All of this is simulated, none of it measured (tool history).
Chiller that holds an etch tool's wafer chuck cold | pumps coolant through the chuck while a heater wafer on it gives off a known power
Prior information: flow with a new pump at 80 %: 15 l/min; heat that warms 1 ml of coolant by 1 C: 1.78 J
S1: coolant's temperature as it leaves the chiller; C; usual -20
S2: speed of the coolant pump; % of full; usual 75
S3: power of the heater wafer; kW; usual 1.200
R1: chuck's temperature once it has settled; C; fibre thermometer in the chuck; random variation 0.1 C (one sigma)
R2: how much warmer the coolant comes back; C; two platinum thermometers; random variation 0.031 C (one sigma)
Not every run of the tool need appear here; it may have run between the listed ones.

Run 1, hour 0.0: usual settings. Result: R1 -11.5 C, R2 2.95 C.
Run 2, hour 113.7: usual settings. Result: R1 -11.5 C, R2 2.89 C.
Run 3, hour 225.1: usual settings but S1 -22 C. Result: R1 -13.6 C, R2 2.90 C.
Run 4, hour 323.3: usual settings but S1 -22 C. Result: R1 -13.5 C, R2 2.85 C.
Run 5, hour 446.6: usual settings but S2 86 % of full. Result: R1 -11.9 C, R2 2.51 C.
Run 6, hour 563.1: usual settings but S1 -21 C. Result: R1 -12.4 C, R2 2.91 C.
Run 7, hour 621.1: usual settings. Result: R1 -11.4 C, R2 3.02 C.
Run 8, hour 730.5: usual settings. Result: R1 -11.3 C, R2 2.97 C.
Run 9, hour 830.3: usual settings but S2 85 % of full. Result: R1 -12.0 C, R2 2.51 C.
Run 10, hour 908.1: usual settings but S2 85 % of full. Result: R1 -11.9 C, R2 2.58 C.
Run 11, hour 1023.8: usual settings. Result: R1 -11.4 C, R2 2.93 C.
Run 12, hour 1097.0: usual settings. Result: R1 -11.2 C, R2 2.98 C.
Run 13, hour 1212.1: usual settings but S1 -13 C. Result: R1 -4.2 C, R2 2.99 C.
Run 14, hour 1308.3: usual settings. Result: R1 -11.2 C, R2 2.98 C.
Run 15, hour 1364.4: usual settings. Result: R1 -11.2 C, R2 2.98 C.
Run 16, hour 1453.1: usual settings. Result: R1 -11.0 C, R2 2.97 C.
Run 17, hour 1508.5: usual settings but S1 -25 C, S3 1.449 kW. Result: R1 -14.2 C, R2 3.67 C.
Run 18, hour 1618.7: usual settings but S2 74 % of full, S3 1.406 kW. Result: R1 -9.6 C, R2 3.59 C.
At hour 1634.0: coolant pump overhauled.
Run 19, hour 1678.2: usual settings but S2 74 % of full, S3 1.406 kW. Result: R1 -9.4 C, R2 3.63 C.
Run 20, hour 1782.9: usual settings but S2 74 % of full, S3 1.406 kW. Result: R1 -9.3 C, R2 3.62 C.
Run 21, hour 1874.9: usual settings but S2 74 % of full, S3 1.406 kW. Result: R1 -9.3 C, R2 3.59 C.
At hour 1927.8: coolant pump overhauled, once more.
Run 22, hour 1951.4: usual settings but S2 74 % of full, S3 1.406 kW. Result: R1 -9.7 C, R2 3.44 C.
At hour 1990.1: chiller's thermometer calibrated.
Run 23, hour 2004.3: usual settings but S1 -18 C, S2 74 % of full, S3 0.986 kW. Result: R1 -10.7 C, R2 2.46 C.
Run 24, hour 2073.6: usual settings but S1 -18 C, S2 74 % of full, S3 0.986 kW. Result: R1 -10.9 C, R2 2.40 C.
Run 25, hour 2132.3: usual settings but S1 -18 C, S2 74 % of full, S3 0.986 kW. Result: R1 -11.1 C, R2 2.36 C.
Run 26, hour 2196.8: usual settings but S1 -25 C, S2 62 % of full, S3 0.986 kW. Result: R1 -17.0 C, R2 2.99 C.
Run 27, hour 2304.6: usual settings but S1 -23 C, S2 78 % of full, S3 0.813 kW. Result: R1 -17.1 C, R2 1.87 C.
Run 28, hour 2409.0: usual settings but S1 -23 C, S2 78 % of full, S3 0.813 kW. Result: R1 -17.4 C, R2 1.90 C.
Run 29, hour 2459.5: usual settings but S2 88 % of full, S3 1.212 kW. Result: R1 -12.4 C, R2 2.47 C.
Run 30, hour 2560.9: usual settings but S1 -15 C, S2 72 % of full, S3 1.212 kW. Result: R1 -5.9 C, R2 3.10 C.
Run 31, hour 2625.9: usual settings but S1 -27 C, S2 97 % of full, S3 0.775 kW. Result: R1 -22.4 C, R2 1.40 C.

Below, some changes in R1 between adjacent runs. For each, the amount present without the hidden state too (settings, incoming material, random variation) and the amount remaining for the hidden state with gauge scatter not shared by both compared results:
The hidden state here: heat passed by the chuck's channels, % of clean ones'; flow at a given pump speed, % of a new pump's; coolant's true temperature over the reading, C; drift of the gauge itself on chuck_c, C; drift of the gauge itself on warmer_back_c, C.
Run 12 -> 13: S1 -20 -> -13. R1 +7.0 C: hidden state +0.1, all else +6.9.
Run 13 -> 14: S1 -13 -> -20. R1 -7.0 C: hidden state +0.0, all else -7.0.
Run 21 -> 22: coolant pump overhauled, once more. R1 -0.4 C: hidden state -0.3, all else -0.1.
Run 22 -> 23: S1 -20 -> -18, S3 1.406 -> 0.986, chiller's thermometer calibrated. R1 -1.0 C: hidden state -0.4, all else -0.6.
Run 30 -> 31: S1 -15 -> -27, S2 72 -> 97, S3 1.212 -> 0.775. R1 -16.5 C: hidden state -0.3, all else -16.2.
